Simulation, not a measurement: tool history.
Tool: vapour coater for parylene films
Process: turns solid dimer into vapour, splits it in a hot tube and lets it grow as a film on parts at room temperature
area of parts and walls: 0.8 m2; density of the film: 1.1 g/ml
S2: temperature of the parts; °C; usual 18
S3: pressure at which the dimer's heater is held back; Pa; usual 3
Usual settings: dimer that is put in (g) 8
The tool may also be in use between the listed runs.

{"run": 1, "hour": 0.0, "dimer that is put in (g)": 8, "S2": 18, "S3": 3, "thickness of the film (um)": 5.53}
{"run": 2, "hour": 13.8, "dimer that is put in (g)": 7, "S2": 18, "S3": 3, "thickness of the film (um)": 4.75}
{"run": 3, "hour": 30.7, "dimer that is put in (g)": 7, "S2": 18, "S3": 3, "thickness of the film (um)": 4.82}
{"run": 4, "hour": 49.5, "dimer that is put in (g)": 7, "S2": 18, "S3": 3, "thickness of the film (um)": 4.83}
{"run": 5, "hour": 64.2, "dimer that is put in (g)": 8, "S2": 18, "S3": 3, "thickness of the film (um)": 5.46}
{"run": 6, "hour": 74.6, "dimer that is put in (g)": 8, "S2": 16, "S3": 3, "thickness of the film (um)": 5.98}
{"run": 7, "hour": 89.9, "dimer that is put in (g)": 8, "S2": 18, "S3": 3.61, "thickness of the film (um)": 5.47}
{"run": 8, "hour": 98.5, "dimer that is put in (g)": 8, "S2": 18, "S3": 3.61, "thickness of the film (um)": 5.34}
{"run": 9, "hour": 109.3, "dimer that is put in (g)": 8, "S2": 18, "S3": 3, "thickness of the film (um)": 5.44}
{"run": 10, "hour": 126.7, "dimer that is put in (g)": 8, "S2": 18, "S3": 10.95, "thickness of the film (um)": 4.91}
{"run": 11, "hour": 136.6, "dimer that is put in (g)": 8, "S2": 18, "S3": 10.95, "thickness of the film (um)": 4.98}
{"run": 12, "hour": 144.7, "dimer that is put in (g)": 8, "S2": 12, "S3": 8.21, "thickness of the film (um)": 6.31}
{"run": 13, "hour": 164.6, "dimer that is put in (g)": 8, "S2": 29, "S3": 3, "thickness of the film (um)": 3.53}
{"run": 14, "hour": 180.4, "dimer that is put in (g)": 3, "S2": 18, "S3": 6.32, "thickness of the film (um)": 1.93}
{"run": 15, "hour": 194.6, "dimer that is put in (g)": 8, "S2": 18, "S3": 2.5, "thickness of the film (um)": 5.39}
{"run": 16, "hour": 209.8, "dimer that is put in (g)": 8, "S2": 18, "S3": 2.5, "thickness of the film (um)": 5.37}
{"run": 17, "hour": 229.5, "dimer that is put in (g)": 9, "S2": 13, "S3": 2.5, "thickness of the film (um)": 7.42}
{"run": 18, "hour": 241.4, "dimer that is put in (g)": 7, "S2": 18, "S3": 3, "thickness of the film (um)": 4.83}
{"run": 19, "hour": 259.8, "dimer that is put in (g)": 7, "S2": 18, "S3": 3, "thickness of the film (um)": 4.7}
{"run": 20, "hour": 278.8, "dimer that is put in (g)": 3, "S2": 14, "S3": 5.7, "thickness of the film (um)": 2.19}
{"run": 21, "hour": 287.0, "dimer that is put in (g)": 8, "S2": 13, "S3": 11.26, "thickness of the film (um)": 5.9}

Measured less the same run without the tool's hidden state. The same run-to-run variation is in both; the gauge's scatter may not be:
The hidden state here: vapour lost through the trap's worn valve, %; true temperature of the parts over the reading, C; drift of the gauge itself on film_um, %.
run=1 thickness_of_the_film_(um)=-0.33
run=2 thickness_of_the_film_(um)=-0.29
run=3 thickness_of_the_film_(um)=-0.32
run=4 thickness_of_the_film_(um)=-0.33
run=5 thickness_of_the_film_(um)=-0.39
run=6 thickness_of_the_film_(um)=-0.44
run=7 thickness_of_the_film_(um)=-0.41
run=8 thickness_of_the_film_(um)=-0.42
run=9 thickness_of_the_film_(um)=-0.43
run=10 thickness_of_the_film_(um)=-0.41
run=11 thickness_of_the_film_(um)=-0.42
run=12 thickness_of_the_film_(um)=-0.54
run=13 thickness_of_the_film_(um)=-0.32
run=14 thickness_of_the_film_(um)=-0.17
run=15 thickness_of_the_film_(um)=-0.51
run=16 thickness_of_the_film_(um)=-0.52
run=17 thickness_of_the_film_(um)=-0.75
run=18 thickness_of_the_film_(um)=-0.49
run=19 thickness_of_the_film_(um)=-0.5
run=20 thickness_of_the_film_(um)=-0.24
run=21 thickness_of_the_film_(um)=-0.65
